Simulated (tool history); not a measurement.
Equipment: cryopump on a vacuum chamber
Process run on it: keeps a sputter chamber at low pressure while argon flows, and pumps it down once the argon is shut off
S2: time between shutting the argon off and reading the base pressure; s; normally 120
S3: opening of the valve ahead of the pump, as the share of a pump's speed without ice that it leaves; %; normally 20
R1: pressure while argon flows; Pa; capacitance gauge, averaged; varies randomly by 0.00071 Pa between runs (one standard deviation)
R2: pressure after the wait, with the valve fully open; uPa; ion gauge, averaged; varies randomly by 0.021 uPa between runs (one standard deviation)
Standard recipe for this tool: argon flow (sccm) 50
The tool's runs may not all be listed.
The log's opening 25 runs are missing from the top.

{"run": 26, "hour": 786.4, "argon flow (sccm)": 76, "S2": 54, "S3": 38, "R1": 0.1511, "R2": 1.33}
{"run": 27, "hour": 838.2, "argon flow (sccm)": 93, "S2": 120, "S3": 24, "R1": 0.2868, "R2": 1.13}
{"hour": 873.1, "done": "pump warmed up, emptied and cooled again"}
{"run": 28, "hour": 883.1, "argon flow (sccm)": 87, "S2": 120, "S3": 36, "R1": 0.1706, "R2": 0.95}
{"run": 29, "hour": 928.3, "argon flow (sccm)": 87, "S2": 120, "S3": 36, "R1": 0.1723, "R2": 0.99}
{"run": 30, "hour": 951.3, "argon flow (sccm)": 87, "S2": 58, "S3": 36, "R1": 0.172, "R2": 1.3}
{"run": 31, "hour": 980.8, "argon flow (sccm)": 87, "S2": 58, "S3": 36, "R1": 0.1741, "R2": 1.33}
{"run": 32, "hour": 1020.6, "argon flow (sccm)": 24, "S2": 58, "S3": 27, "R1": 0.0631, "R2": 1.37}
{"run": 33, "hour": 1050.9, "argon flow (sccm)": 50, "S2": 77, "S3": 34, "R1": 0.1044, "R2": 1.25}
{"run": 34, "hour": 1076.8, "argon flow (sccm)": 65, "S2": 143, "S3": 34, "R1": 0.1359, "R2": 1.06}

What if the next run were any one of these 3? Each begins from the tool's condition after run 34:
{"run": "A", "hour": 1100.0, "argon flow (sccm)": 21, "S2": 102, "S3": 34, "R1": "?", "R2": "?"}
{"run": "B", "hour": 1100.0, "argon flow (sccm)": 65, "S2": 52, "S3": 28, "R1": "?", "R2": "?"}
{"run": "C", "hour": 1100.0, "argon flow (sccm)": 29, "S2": 120, "S3": 20, "R1": "?", "R2": "?"}

run=A R1=0.0440 R2=1.11
run=B R1=0.1657 R2=1.38
run=C R1=0.1037 R2=1.12
Without the tool's unlogged condition, the same runs would have read:
run=A R1=0.0434 R2=0.41
run=B R1=0.1638 R2=0.67
run=C R1=0.1028 R2=0.42
